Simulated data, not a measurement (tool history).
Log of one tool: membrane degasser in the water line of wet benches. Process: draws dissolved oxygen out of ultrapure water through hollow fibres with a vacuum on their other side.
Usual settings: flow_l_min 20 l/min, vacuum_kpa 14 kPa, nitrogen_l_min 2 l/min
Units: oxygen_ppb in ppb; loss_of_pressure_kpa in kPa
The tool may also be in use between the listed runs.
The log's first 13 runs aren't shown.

run 14 hour=2357.6 | flow_l_min=20 vacuum_kpa=19.2 nitrogen_l_min=2 | oxygen_ppb=454 loss_of_pressure_kpa=54.53
run 15 hour=2586.9 | flow_l_min=20 vacuum_kpa=19.2 nitrogen_l_min=2 | oxygen_ppb=455.1 loss_of_pressure_kpa=54.05
run 16 hour=2719.4 | flow_l_min=13 vacuum_kpa=12.2 nitrogen_l_min=4.27 | oxygen_ppb=114.9 loss_of_pressure_kpa=35.04
run 17 hour=2861.7 | flow_l_min=13 vacuum_kpa=12.2 nitrogen_l_min=4.27 | oxygen_ppb=114.5 loss_of_pressure_kpa=35.17
run 18 hour=3030.9 | flow_l_min=22 vacuum_kpa=23.1 nitrogen_l_min=2.82 | oxygen_ppb=466.8 loss_of_pressure_kpa=59.34
run 19 hour=3160.1 | flow_l_min=23 vacuum_kpa=14.3 nitrogen_l_min=2 | oxygen_ppb=404.3 loss_of_pressure_kpa=62.52
run 20 hour=3287.5 | flow_l_min=23 vacuum_kpa=14.3 nitrogen_l_min=2 | oxygen_ppb=403.3 loss_of_pressure_kpa=62.63
run 21 hour=3531 | flow_l_min=29 vacuum_kpa=14.3 nitrogen_l_min=2.91 | oxygen_ppb=414.2 loss_of_pressure_kpa=78.74
run 22 hour=3765.1 | flow_l_min=29 vacuum_kpa=23.9 nitrogen_l_min=1.25 | oxygen_ppb=1081.4 loss_of_pressure_kpa=78.96
run 23 hour=4009.1 | flow_l_min=22 vacuum_kpa=14 nitrogen_l_min=1.84 | oxygen_ppb=400.6 loss_of_pressure_kpa=59.55
run 24 hour=4140.9 | flow_l_min=20 vacuum_kpa=32.2 nitrogen_l_min=1.2 | oxygen_ppb=1061.1 loss_of_pressure_kpa=54.09
run 25 hour=4318.5 | flow_l_min=20 vacuum_kpa=14 nitrogen_l_min=2.66 | oxygen_ppb=283.5 loss_of_pressure_kpa=54.13
run 26 hour=4454.2 | flow_l_min=20 vacuum_kpa=12.8 nitrogen_l_min=2 | oxygen_ppb=315.2 loss_of_pressure_kpa=53.89
run 27 hour=4696.2 | flow_l_min=20 vacuum_kpa=12.8 nitrogen_l_min=2 | oxygen_ppb=314.8 loss_of_pressure_kpa=54.3
run 28 hour=4838.6 | flow_l_min=16 vacuum_kpa=12.1 nitrogen_l_min=1.69 | oxygen_ppb=261.3 loss_of_pressure_kpa=43.43
run 29 hour=4946.3 | flow_l_min=16 vacuum_kpa=12.1 nitrogen_l_min=1.69 | oxygen_ppb=261.2 loss_of_pressure_kpa=43.36
run 30 hour=5157.6 | flow_l_min=16 vacuum_kpa=12.1 nitrogen_l_min=1.69 | oxygen_ppb=260 loss_of_pressure_kpa=43.21

Forecast each of these 4 alternatives for the next run:
run A hour=5307.3 | flow_l_min=30 vacuum_kpa=12.1 nitrogen_l_min=2.6 | oxygen_ppb=? loss_of_pressure_kpa=?
run B hour=5307.3 | flow_l_min=20 vacuum_kpa=12.6 nitrogen_l_min=1.24 | oxygen_ppb=? loss_of_pressure_kpa=?
run C hour=5307.3 | flow_l_min=19 vacuum_kpa=23.6 nitrogen_l_min=2 | oxygen_ppb=? loss_of_pressure_kpa=?
run D hour=5307.3 | flow_l_min=19 vacuum_kpa=12.1 nitrogen_l_min=2.43 | oxygen_ppb=? loss_of_pressure_kpa=?

run=A oxygen_ppb=401.7 loss_of_pressure_kpa=81.67
run=B oxygen_ppb=424.3 loss_of_pressure_kpa=54.17
run=C oxygen_ppb=523.3 loss_of_pressure_kpa=51.54
run=D oxygen_ppb=252 loss_of_pressure_kpa=51.4
Without the tool's hidden state the same runs would have given:
run=A oxygen_ppb=401.4 loss_of_pressure_kpa=81.65
run=B oxygen_ppb=424.1 loss_of_pressure_kpa=54.16
run=C oxygen_ppb=523.1 loss_of_pressure_kpa=51.52
run=D oxygen_ppb=251.8 loss_of_pressure_kpa=51.39
